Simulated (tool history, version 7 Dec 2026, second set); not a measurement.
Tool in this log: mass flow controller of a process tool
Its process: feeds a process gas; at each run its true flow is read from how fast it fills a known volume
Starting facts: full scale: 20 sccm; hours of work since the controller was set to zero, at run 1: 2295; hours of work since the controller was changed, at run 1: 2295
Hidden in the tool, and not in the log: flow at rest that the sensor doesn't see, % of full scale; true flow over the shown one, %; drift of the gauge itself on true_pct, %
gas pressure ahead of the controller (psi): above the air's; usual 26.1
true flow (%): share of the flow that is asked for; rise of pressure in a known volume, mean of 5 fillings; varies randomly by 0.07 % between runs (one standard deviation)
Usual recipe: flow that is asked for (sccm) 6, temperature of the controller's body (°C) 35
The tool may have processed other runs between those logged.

| run | hour | flow that is asked for (sccm) | gas pressure ahead of the controller (psi) | temperature of the controller's body (°C) | hours of work since the controller was set to zero | hours of work since the controller was changed | true flow (%) |
|---|---|---|---|---|---|---|---|
| 1 | 0 | 6 | 26.1 | 35 | 2295 | 2295 | 98.22 |
| 2 | 53.3 | 6 | 26.1 | 35 | 2330 | 2330 | 98.12 |
| 3 | 153 | 4 | 26.1 | 35 | 2396 | 2396 | 97.97 |
| 4 | 201.2 | 4 | 26.1 | 35 | 2427 | 2427 | 97.89 |
| 5 | 293.3 | 9 | 26.1 | 35 | 2488 | 2488 | 97.95 |
| 6 | 351.2 | 6 | 26.1 | 35 | 2526 | 2526 | 97.7 |
| 7 | 422.5 | 6 | 26.1 | 35 | 2573 | 2573 | 97.6 |
| 8 | 508.1 | 6 | 26.1 | 35 | 2629 | 2629 | 97.7 |
| 9 | 589.7 | 6 | 26.1 | 35 | 2682 | 2682 | 97.64 |
| 10 | 639.9 | 6 | 25.8 | 35 | 2715 | 2715 | 97.5 |
| 11 | 711.3 | 6 | 26.1 | 35 | 2762 | 2762 | 97.59 |
| 12 | 777.8 | 6 | 26.1 | 35 | 2806 | 2806 | 97.43 |
| 13 | 839.7 | 6 | 21.2 | 35 | 2847 | 2847 | 97.21 |
| 14 | 911.9 | 6 | 21.2 | 35 | 2894 | 2894 | 97.09 |
| 15 | 953 | 6 | 21.2 | 35 | 2921 | 2921 | 96.97 |
| 16 | 1009.3 | 6 | 37.1 | 21 | 2958 | 2958 | 99.35 |
| 17 | 1069.5 | 6 | 37.1 | 21 | 2998 | 2998 | 99.22 |
| 18 | 1134 | 6 | 37.1 | 21 | 3040 | 3040 | 99.18 |
| 19 | 1217.1 | 7 | 28.7 | 23 | 3095 | 3095 | 98.52 |
| 20 | 1294.6 | 6 | 29.9 | 35 | 3145 | 3145 | 97.18 |
| 21 | 1391 | 4 | 22.9 | 26 | 3209 | 3209 | 97.65 |
| 22 | 1483.6 | 4 | 22.9 | 26 | 3270 | 3270 | 97.51 |
| 23 | 1544.1 | 3 | 22.9 | 20 | 3309 | 3309 | 98.11 |

Estimate the outcome of run 24 from the log above:
| 24 | 1631.3 | 3 | 39.2 | 28 | 3367 | 3367 | ? |

true flow (%): 97.95
Had the tool carried no hidden state, the very same run would have given true flow (%) 99.49.

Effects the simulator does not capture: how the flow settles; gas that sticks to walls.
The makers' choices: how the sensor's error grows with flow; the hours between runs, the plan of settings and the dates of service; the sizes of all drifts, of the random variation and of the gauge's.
